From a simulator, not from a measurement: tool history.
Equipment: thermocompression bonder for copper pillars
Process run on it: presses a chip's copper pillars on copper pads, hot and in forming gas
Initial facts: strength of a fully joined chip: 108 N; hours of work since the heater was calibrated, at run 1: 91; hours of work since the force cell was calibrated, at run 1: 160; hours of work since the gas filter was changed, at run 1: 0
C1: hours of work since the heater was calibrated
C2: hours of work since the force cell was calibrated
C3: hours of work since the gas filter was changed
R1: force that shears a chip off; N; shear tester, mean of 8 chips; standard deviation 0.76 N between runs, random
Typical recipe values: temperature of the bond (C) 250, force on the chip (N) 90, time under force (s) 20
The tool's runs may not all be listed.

Run 1, day 0.000: usual settings; C1 91; C2 160; C3 0. Result: R1 57.6 N.
Run 2, day 0.200: usual settings; C1 94; C2 163; C3 3. Result: R1 58.7 N.
Run 3, day 0.433: usual settings; C1 97; C2 166; C3 6. Result: R1 58.3 N.
Run 4, day 0.642: usual settings; C1 99; C2 169; C3 8. Result: R1 56.3 N.
Run 5, day 0.879: usual settings; C1 103; C2 172; C3 12. Result: R1 57.8 N.
Run 6, day 1.196: usual settings; C1 107; C2 176; C3 16. Result: R1 58.1 N.
Run 7, day 1.554: usual settings; C1 112; C2 181; C3 21. Result: R1 58.0 N.
Run 8, day 1.846: usual settings; C1 115; C2 185; C3 24. Result: R1 57.7 N.
Run 9, day 2.183: usual settings but force on the chip (N) 117; C1 120; C2 189; C3 29. Result: R1 72.4 N.
Run 10, day 2.433: usual settings but force on the chip (N) 117; C1 123; C2 193; C3 32. Result: R1 73.9 N.
Run 11, day 2.679: usual settings but force on the chip (N) 117; C1 126; C2 196; C3 35. Result: R1 73.8 N.
Run 12, day 2.879: usual settings but force on the chip (N) 117; C1 129; C2 198; C3 38. Result: R1 73.5 N.
Run 13, day 3.138: usual settings but force on the chip (N) 117; C1 132; C2 202; C3 41. Result: R1 74.5 N.
Run 14, day 3.458: usual settings but temperature of the bond (C) 227, force on the chip (N) 117; C1 137; C2 206; C3 46. Result: R1 56.3 N.
Run 15, day 3.754: usual settings but temperature of the bond (C) 227, force on the chip (N) 117; C1 141; C2 210; C3 50. Result: R1 56.2 N.
Run 16, day 3.958: usual settings but temperature of the bond (C) 227, force on the chip (N) 117; C1 143; C2 213; C3 52. Result: R1 55.8 N.
Run 17, day 4.304: usual settings but temperature of the bond (C) 227, force on the chip (N) 117; C1 148; C2 217; C3 57. Result: R1 57.0 N.
Run 18, day 4.629: usual settings but force on the chip (N) 62; C1 152; C2 222; C3 61. Result: R1 38.9 N.
Run 19, day 4.962: usual settings but force on the chip (N) 62; C1 157; C2 226; C3 66. Result: R1 38.0 N.
Run 20, day 5.288: usual settings; C1 161; C2 230; C3 70. Result: R1 56.3 N.
Run 21, day 5.458: usual settings but temperature of the bond (C) 228, force on the chip (N) 99; C1 163; C2 232; C3 72. Result: R1 47.9 N.
Run 22, day 5.833: usual settings but temperature of the bond (C) 223, force on the chip (N) 81, time under force (s) 17; C1 168; C2 237; C3 77. Result: R1 32.7 N.
Run 23, day 6.133: usual settings but temperature of the bond (C) 277, time under force (s) 16; C1 172; C2 241; C3 81. Result: R1 71.1 N.
Run 24, day 6.308: usual settings but temperature of the bond (C) 277, time under force (s) 16; C1 174; C2 244; C3 83. Result: R1 69.7 N.
Run 25, day 6.521: usual settings but temperature of the bond (C) 234, force on the chip (N) 133; C1 177; C2 247; C3 86. Result: R1 68.0 N.
Run 26, day 6.850: usual settings but temperature of the bond (C) 239, force on the chip (N) 78, time under force (s) 27; C1 181; C2 251; C3 91. Result: R1 47.9 N.
Run 27, day 7.129: usual settings but temperature of the bond (C) 239, force on the chip (N) 78, time under force (s) 27; C1 185; C2 255; C3 94. Result: R1 46.7 N.
Run 28, day 7.425: usual settings but temperature of the bond (C) 243, force on the chip (N) 98, time under force (s) 11; C1 189; C2 258; C3 98. Result: R1 46.3 N.
Run 29, day 7.779: usual settings but temperature of the bond (C) 229; C1 194; C2 263; C3 103. Result: R1 43.0 N.
Run 30, day 7.942: usual settings but temperature of the bond (C) 254, force on the chip (N) 67, time under force (s) 43; C1 196; C2 265; C3 105. Result: R1 57.1 N.
Run 31, day 8.208: usual settings but temperature of the bond (C) 254, force on the chip (N) 67, time under force (s) 43; C1 199; C2 269; C3 108. Result: R1 56.3 N.
Run 32, day 8.375: usual settings but temperature of the bond (C) 254, force on the chip (N) 67, time under force (s) 43; C1 202; C2 271; C3 111. Result: R1 58.2 N.
Run 33, day 8.629: usual settings but temperature of the bond (C) 254, force on the chip (N) 63, time under force (s) 17; C1 205; C2 274; C3 114. Result: R1 37.8 N.
Run 34, day 8.938: usual settings but temperature of the bond (C) 254, force on the chip (N) 74, time under force (s) 15; C1 209; C2 278; C3 118. Result: R1 43.5 N.
Run 35, day 9.154: usual settings but temperature of the bond (C) 254, force on the chip (N) 74, time under force (s) 15; C1 212; C2 281; C3 121. Result: R1 42.4 N.
Run 36, day 9.438: usual settings but temperature of the bond (C) 276, force on the chip (N) 135, time under force (s) 41; C1 216; C2 285; C3 125. Result: R1 101.6 N.
Run 37, day 9.758: usual settings but force on the chip (N) 73; C1 220; C2 289; C3 129. Result: R1 45.3 N.
Run 38, day 9.917: usual settings but force on the chip (N) 73; C1 222; C2 291; C3 131. Result: R1 46.4 N.
Run 39, day 10.296: usual settings but temperature of the bond (C) 234, force on the chip (N) 116, time under force (s) 12; C1 227; C2 296; C3 136. Result: R1 49.5 N.

Branching from run 39: 3 alternative next runs. What would each branch give?
Run A, day 10.638: usual settings but temperature of the bond (C) 223, force on the chip (N) 116, time under force (s) 12; C1 231; C2 301; C3 141. Result: R1 ?.
Run B, day 10.638: usual settings but temperature of the bond (C) 248, force on the chip (N) 67, time under force (s) 32; C1 231; C2 301; C3 141. Result: R1 ?.
Run C, day 10.638: usual settings but temperature of the bond (C) 235, time under force (s) 35; C1 231; C2 301; C3 141. Result: R1 ?.

run    R1
  A  42.7
  B  48.8
  C  55.8
The same runs, with their run-to-run variation unchanged, on a tool lacking any hidden condition would have given:
run    R1
  A  43.4
  B  49.6
  C  56.7
